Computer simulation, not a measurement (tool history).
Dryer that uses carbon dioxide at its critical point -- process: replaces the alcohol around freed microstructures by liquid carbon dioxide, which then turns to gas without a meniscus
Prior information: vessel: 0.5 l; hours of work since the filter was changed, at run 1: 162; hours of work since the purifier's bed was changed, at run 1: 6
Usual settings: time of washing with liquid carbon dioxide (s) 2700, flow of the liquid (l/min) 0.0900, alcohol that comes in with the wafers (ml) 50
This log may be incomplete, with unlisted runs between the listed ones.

run	hour	time of washing with liquid carbon dioxide (s)	flow of the liquid (l/min)	alcohol that comes in with the wafers (ml)	hours of work since the filter was changed	hours of work since the purifier's bed was changed	alcohol left in the vessel before it's heated (ppm by volume)
1	0.0	2700	0.0900	50	162	6	125
2	6.1	2700	0.0900	50	166	10	130
3	12.5	2700	0.0900	43	170	14	117
4	23.0	2700	0.0900	43	177	21	115
5	29.5	2700	0.0900	43	181	25	112
6	34.0	2700	0.0900	43	184	28	116
7	39.2	2700	0.0900	43	187	31	119
8	47.7	2700	0.0900	46	192	37	135
9	52.3	3600	0.0900	46	195	39	30
10	58.9	3600	0.0900	46	200	44	23
11	66.8	2700	0.0998	50	205	49	83
12	76.8	2700	0.0998	50	211	55	81
13	87.1	2700	0.0900	50	217	62	155
14	98.0	2700	0.0578	50	224	69	1435
15	103.7	2700	0.0900	47	228	72	158
16	113.3	2700	0.0900	47	234	78	153
17	122.1	2700	0.0900	47	240	84	152
18	128.8	2700	0.0900	47	244	88	162
19	134.1	2700	0.0900	47	247	92	155
20	140.2	2700	0.0900	33	251	95	128
21	149.6	2700	0.0900	35	257	101	135
22	160.1	2700	0.0900	50	264	108	184
23	165.1	2940	0.1050	29	267	111	35
24	174.4	2040	0.0692	29	273	117	1371
25	180.3	1680	0.1167	65	277	121	775
26	188.8	1680	0.1167	65	282	126	788
27	194.4	3660	0.1136	34	286	130	17
28	200.4	3660	0.1136	34	290	134	29
29	207.0	1920	0.0750	37	294	138	1684
30	215.2	1920	0.0750	37	299	143	1739
31	222.0	2580	0.0900	22	303	147	126
32	229.5	2580	0.0900	22	308	152	135
33	234.2	2040	0.1377	43	311	155	80
34	240.8	2700	0.1305	32	315	159	27
35	248.5	2700	0.1305	32	320	164	43
36	259.1	2640	0.1293	84	327	171	47
# hour 268.0: inlet filter changed
37	270.3	3120	0.1404	26	1	178	26
38	275.3	1620	0.1467	56	5	181	147
39	280.1	2460	0.0900	97	8	184	350
40	288.5	3540	0.0900	58	13	189	35
41	297.9	3420	0.0900	109	19	195	56
42	304.3	3420	0.0900	109	23	199	61
43	311.2	3420	0.1364	105	27	204	27

Here are 5 independent what-if runs from the current tool condition. What would each one return?
A	315.9	2700	0.0900	20	30	207	?
B	315.9	2460	0.1364	53	30	207	?
C	315.9	2700	0.0773	35	30	207	?
D	315.9	3420	0.0643	36	30	207	?
E	315.9	1860	0.0900	71	30	207	?

run	alcohol left in the vessel before it's heated (ppm by volume)
A	70
B	33
C	197
D	153
E	1200
Stripped of hidden state, with their random variation kept, the same runs would have yielded:
run	alcohol left in the vessel before it's heated (ppm by volume)
A	41
B	6
C	154
D	113
E	1079
